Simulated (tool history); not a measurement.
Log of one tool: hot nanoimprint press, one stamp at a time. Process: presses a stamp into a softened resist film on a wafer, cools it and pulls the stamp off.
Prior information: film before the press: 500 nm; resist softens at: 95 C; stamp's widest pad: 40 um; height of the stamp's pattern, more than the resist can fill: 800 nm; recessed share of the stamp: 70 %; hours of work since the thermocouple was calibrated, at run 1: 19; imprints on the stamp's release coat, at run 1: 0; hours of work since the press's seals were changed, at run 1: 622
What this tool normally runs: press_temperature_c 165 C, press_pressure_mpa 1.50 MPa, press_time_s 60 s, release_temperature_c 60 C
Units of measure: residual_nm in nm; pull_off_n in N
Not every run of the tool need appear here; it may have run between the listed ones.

run	hour	press_temperature_c	press_pressure_mpa	press_time_s	release_temperature_c	hours of work since the thermocouple was calibrated	imprints on the stamp's release coat	hours of work since the press's seals were changed	residual_nm	pull_off_n
1	0.0	165	1.50	60	60	19	0	622	280.2	100
2	24.6	165	1.50	60	60	36	130	638	279.8	104
3	80.2	165	1.50	58	60	73	426	676	281.7	109
4	114.7	165	1.50	58	60	96	610	699	282.3	111
# hour 132.8: stamp cleaned and given a new release coat
5	168.2	165	1.50	58	60	128	188	731	282.5	106
6	202.6	165	1.50	58	60	151	370	754	282.5	108
7	256.9	157	1.50	60	60	187	659	790	365.5	111
# hour 265.9: stamp cleaned and given a new release coat
8	291.5	157	1.50	60	60	206	136	809	366.7	98
9	333.7	157	1.50	60	60	235	360	838	366.1	110
10	375.1	157	1.50	60	60	262	580	865	366.6	109
# hour 398.8: stamp cleaned and given a new release coat
11	419.3	160	1.50	60	50	288	109	891	330.4	128
12	468.3	165	2.14	60	60	321	369	924	236.4	107
13	517.1	160	1.50	61	60	354	628	956	328.1	108
# hour 533.1: stamp cleaned and given a new release coat
# hour 544.5: plate thermocouple calibrated
14	567.2	165	1.21	61	60	15	166	984	299.3	102
15	597.2	165	1.21	61	60	35	325	1004	301.0	105
16	637.8	165	1.21	51	46	62	541	1031	316.3	148
# hour 669.8: stamp cleaned and given a new release coat
17	675.9	165	1.21	51	46	84	32	1053	313.5	133
18	709.2	157	1.50	38	60	106	209	1075	398.6	103

3 options for the next run, each taken on its own from the tool as it stands now. Forecast them:
A	765.5	157	1.50	60	60	144	509	1113	?	?
B	765.5	157	1.01	32	47	144	509	1113	?	?
C	765.5	171	1.50	34	51	144	509	1113	?	?

run	residual_nm	pull_off_n
A	365.2	106
B	439.2	141
C	265.1	134
Take away the tool's hidden state, keep each run's random variation, and the runs would have read:
run	residual_nm	pull_off_n
A	365.5	98
B	439.9	131
C	265.0	124
